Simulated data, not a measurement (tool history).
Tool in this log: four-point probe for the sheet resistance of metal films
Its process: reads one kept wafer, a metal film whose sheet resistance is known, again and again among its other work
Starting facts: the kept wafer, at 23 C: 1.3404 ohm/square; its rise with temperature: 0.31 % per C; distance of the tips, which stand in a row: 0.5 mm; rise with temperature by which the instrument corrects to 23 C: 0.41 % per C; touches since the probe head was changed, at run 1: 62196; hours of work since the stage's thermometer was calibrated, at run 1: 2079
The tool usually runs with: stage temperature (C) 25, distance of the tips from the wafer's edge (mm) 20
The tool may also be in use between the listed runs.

run,day,stage temperature (C),distance of the tips from the wafer's edge (mm),touches since the probe head was changed,hours of work since the stage's thermometer was calibrated,sheet resistance as the instrument gives it (ohm/square)
1,0.000,25,20,62196,2079,1.330421
2,1.329,25,20,63207,2096,1.330427
3,3.812,25,20,65093,2126,1.330450
4,5.512,25,20,66385,2147,1.330561
5,8.092,25,20,68344,2178,1.330791
6,10.983,25,20,70542,2214,1.330314
7,13.054,25,20,72118,2239,1.331124
8,14.971,25,20,73572,2263,1.330925
9,17.579,30,20,75556,2295,1.325303
10,19.450,30,20,76976,2317,1.324967
11,21.950,24,20,78878,2348,1.331564
12,23.338,24,20,79932,2365,1.332313
13,25.958,24,20,81922,2397,1.332595
14,28.533,24,20,83880,2429,1.332280
15,31.496,24,20,86130,2465,1.332248
16,33.375,24,20,87559,2488,1.332172
17,35.212,24,20,88955,2510,1.331985
# day 36.812: stage's thermometer calibrated
18,37.738,24,20,90860,11,1.331200
19,40.379,24,20,92867,44,1.331891
20,41.621,24,20,93810,59,1.331793
21,44.075,24,20,95674,89,1.331393
22,46.567,22,20,97567,119,1.333596
23,49.512,22,20,99807,155,1.333815
# day 51.746: stage's thermometer calibrated, once more
24,52.288,19,21,101899,7,1.341923
25,55.217,26,19,104126,42,1.333784
26,57.608,25,5,105943,72,1.342224
27,60.388,34,8,108056,106,1.327188
28,62.000,23,8,109281,126,1.339786
29,64.925,23,8,111504,161,1.340575
30,66.696,23,8,112848,183,1.339980
31,69.250,23,8,114788,214,1.340371
32,71.333,28,70,116372,240,1.331881

Predict the results of run 33:
33,73.754,34,3,118212,269,?

Run 33 measured sheet resistance as the instrument gives it (ohm/square) 1.344301.
Had the tool carried no hidden state, the very same run would have given sheet resistance as the instrument gives it (ohm/square) 1.347144.
